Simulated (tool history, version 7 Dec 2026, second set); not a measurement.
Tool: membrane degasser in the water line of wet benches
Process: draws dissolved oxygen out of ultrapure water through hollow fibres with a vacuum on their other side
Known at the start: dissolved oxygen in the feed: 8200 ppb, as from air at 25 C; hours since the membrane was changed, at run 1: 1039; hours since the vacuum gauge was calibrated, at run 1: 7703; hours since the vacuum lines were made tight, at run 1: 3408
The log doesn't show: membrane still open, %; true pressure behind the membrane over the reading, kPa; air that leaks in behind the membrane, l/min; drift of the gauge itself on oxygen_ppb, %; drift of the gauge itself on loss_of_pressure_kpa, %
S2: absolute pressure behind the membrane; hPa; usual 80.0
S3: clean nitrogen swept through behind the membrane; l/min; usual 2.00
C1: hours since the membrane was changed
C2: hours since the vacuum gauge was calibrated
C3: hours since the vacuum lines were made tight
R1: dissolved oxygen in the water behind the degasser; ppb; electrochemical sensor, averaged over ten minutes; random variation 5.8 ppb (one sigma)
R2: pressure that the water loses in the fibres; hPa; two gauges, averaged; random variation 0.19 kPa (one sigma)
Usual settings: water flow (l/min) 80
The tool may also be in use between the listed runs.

Run 1, day 0.000: usual settings; C1 1039; C2 7703; C3 3408. Result: R1 566.7 ppb, R2 369.0 hPa.
Run 2, day 1.838: usual settings; C1 1083; C2 7747; C3 3452. Result: R1 568.2 ppb, R2 366.6 hPa.
Run 3, day 3.442: usual settings but S3 1.27 l/min; C1 1122; C2 7785; C3 3490. Result: R1 721.7 ppb, R2 363.6 hPa.
Run 4, day 4.733: usual settings but water flow (l/min) 120, S3 1.27 l/min; C1 1153; C2 7816; C3 3521. Result: R1 1046.5 ppb, R2 549.3 hPa.
Run 5, day 6.588: usual settings but water flow (l/min) 120, S3 1.27 l/min; C1 1197; C2 7861; C3 3566. Result: R1 1037.7 ppb, R2 547.0 hPa.
Run 6, day 8.800: usual settings but water flow (l/min) 120, S3 1.27 l/min; C1 1250; C2 7914; C3 3619. Result: R1 1041.1 ppb, R2 546.2 hPa.
Run 7, day 9.917: usual settings but water flow (l/min) 120, S3 1.27 l/min; C1 1277; C2 7941; C3 3646. Result: R1 1043.5 ppb, R2 548.9 hPa.
Run 8, day 12.129: usual settings but water flow (l/min) 120, S3 1.27 l/min; C1 1330; C2 7994; C3 3699. Result: R1 1029.7 ppb, R2 549.1 hPa.
Run 9, day 13.383: usual settings; C1 1360; C2 8024; C3 3729. Result: R1 566.0 ppb, R2 362.9 hPa.
Run 10, day 14.467: usual settings; C1 1386; C2 8050; C3 3755. Result: R1 577.4 ppb, R2 363.9 hPa.
Run 11, day 16.446: usual settings but S3 2.17 l/min; C1 1434; C2 8098; C3 3802. Result: R1 554.9 ppb, R2 361.8 hPa.
Run 12, day 17.900: usual settings but water flow (l/min) 114; C1 1469; C2 8132; C3 3837. Result: R1 840.4 ppb, R2 520.7 hPa.
Run 13, day 19.371: usual settings but S3 3.22 l/min; C1 1504; C2 8168; C3 3873. Result: R1 457.2 ppb, R2 362.4 hPa.
Run 14, day 20.525: usual settings but water flow (l/min) 58, S3 3.22 l/min; C1 1532; C2 8195; C3 3900. Result: R1 312.6 ppb, R2 263.8 hPa.
Run 15, day 21.971: usual settings but water flow (l/min) 58, S3 3.22 l/min; C1 1566; C2 8230; C3 3935. Result: R1 309.4 ppb, R2 262.2 hPa.
Run 16, day 24.075: usual settings but water flow (l/min) 58, S3 3.22 l/min; C1 1617; C2 8281; C3 3985. Result: R1 310.6 ppb, R2 263.8 hPa.
Run 17, day 25.788: usual settings but water flow (l/min) 75, S2 191.8 hPa, S3 1.01 l/min; C1 1658; C2 8322; C3 4027. Result: R1 1826.1 ppb, R2 341.2 hPa.
Run 18, day 27.421: usual settings but water flow (l/min) 64, S2 58.3 hPa, S3 5.74 l/min; C1 1697; C2 8361; C3 4066. Result: R1 216.4 ppb, R2 288.4 hPa.
Run 19, day 29.033: usual settings but water flow (l/min) 79, S3 2.93 l/min; C1 1736; C2 8400; C3 4105. Result: R1 474.4 ppb, R2 357.0 hPa.
Run 20, day 30.025: usual settings but water flow (l/min) 79, S3 2.93 l/min; C1 1760; C2 8423; C3 4128. Result: R1 487.0 ppb, R2 355.6 hPa.
Run 21, day 31.662: usual settings but water flow (l/min) 117, S2 83.4 hPa, S3 2.08 l/min; C1 1799; C2 8463; C3 4168. Result: R1 867.4 ppb, R2 527.4 hPa.
Run 22, day 32.871: usual settings but water flow (l/min) 108, S2 150.0 hPa, S3 1.82 l/min; C1 1828; C2 8492; C3 4197. Result: R1 1411.1 ppb, R2 486.6 hPa.
Run 23, day 33.800: usual settings but water flow (l/min) 108, S2 150.0 hPa, S3 1.82 l/min; C1 1850; C2 8514; C3 4219. Result: R1 1425.7 ppb, R2 491.8 hPa.
Run 24, day 35.304: usual settings but water flow (l/min) 108, S2 134.2 hPa, S3 1.82 l/min; C1 1886; C2 8550; C3 4255. Result: R1 1290.9 ppb, R2 486.8 hPa.
Run 25, day 36.758: usual settings but water flow (l/min) 64, S2 90.1 hPa, S3 1.74 l/min; C1 1921; C2 8585; C3 4290. Result: R1 549.7 ppb, R2 286.4 hPa.
Run 26, day 38.750: usual settings but water flow (l/min) 118, S2 167.1 hPa, S3 1.74 l/min; C1 1969; C2 8633; C3 4338. Result: R1 1721.0 ppb, R2 529.4 hPa.
Run 27, day 40.908: usual settings but water flow (l/min) 49, S2 181.4 hPa, S3 2.15 l/min; C1 2021; C2 8685; C3 4389. Result: R1 767.4 ppb, R2 220.4 hPa.
Run 28, day 42.483: usual settings but water flow (l/min) 49, S2 181.4 hPa, S3 2.15 l/min; C1 2059; C2 8722; C3 4427. Result: R1 768.6 ppb, R2 221.5 hPa.
Run 29, day 43.900: usual settings but water flow (l/min) 101, S2 89.3 hPa, S3 1.54 l/min; C1 2093; C2 8756; C3 4461. Result: R1 904.9 ppb, R2 454.3 hPa.
Run 30, day 44.983: usual settings but water flow (l/min) 101, S2 89.3 hPa, S3 1.54 l/min; C1 2119; C2 8782; C3 4487. Result: R1 912.3 ppb, R2 452.2 hPa.
Run 31, day 46.762: usual settings but S2 89.0 hPa, S3 4.92 l/min; C1 2161; C2 8825; C3 4530. Result: R1 418.9 ppb, R2 359.0 hPa.
At day 48.529: vacuum gauge calibrated.
Run 32, day 48.662: usual settings but S2 55.2 hPa, S3 0.90 l/min; C1 2206; C2 3; C3 4575. Result: R1 532.9 ppb, R2 358.7 hPa.

Forecast each of these 4 alternatives for the next run:
Run A, day 50.383: usual settings but water flow (l/min) 73, S2 77.3 hPa; C1 2248; C2 45; C3 4616. Result: R1 ?, R2 ?.
Run B, day 50.383: usual settings but S2 56.7 hPa; C1 2248; C2 45; C3 4616. Result: R1 ?, R2 ?.
Run C, day 50.383: usual settings but water flow (l/min) 68, S2 77.9 hPa, S3 2.83 l/min; C1 2248; C2 45; C3 4616. Result: R1 ?, R2 ?.
Run D, day 50.383: usual settings but water flow (l/min) 54, S2 83.4 hPa; C1 2248; C2 45; C3 4616. Result: R1 ?, R2 ?.

run     R1     R2
  A  504.7  326.0
  B  405.3  357.6
  C  391.1  304.1
  D  393.1  242.0
Without the tool's hidden state the same runs would have given:
run     R1     R2
  A  504.7  334.2
  B  405.2  366.7
  C  391.1  311.8
  D  393.1  248.1

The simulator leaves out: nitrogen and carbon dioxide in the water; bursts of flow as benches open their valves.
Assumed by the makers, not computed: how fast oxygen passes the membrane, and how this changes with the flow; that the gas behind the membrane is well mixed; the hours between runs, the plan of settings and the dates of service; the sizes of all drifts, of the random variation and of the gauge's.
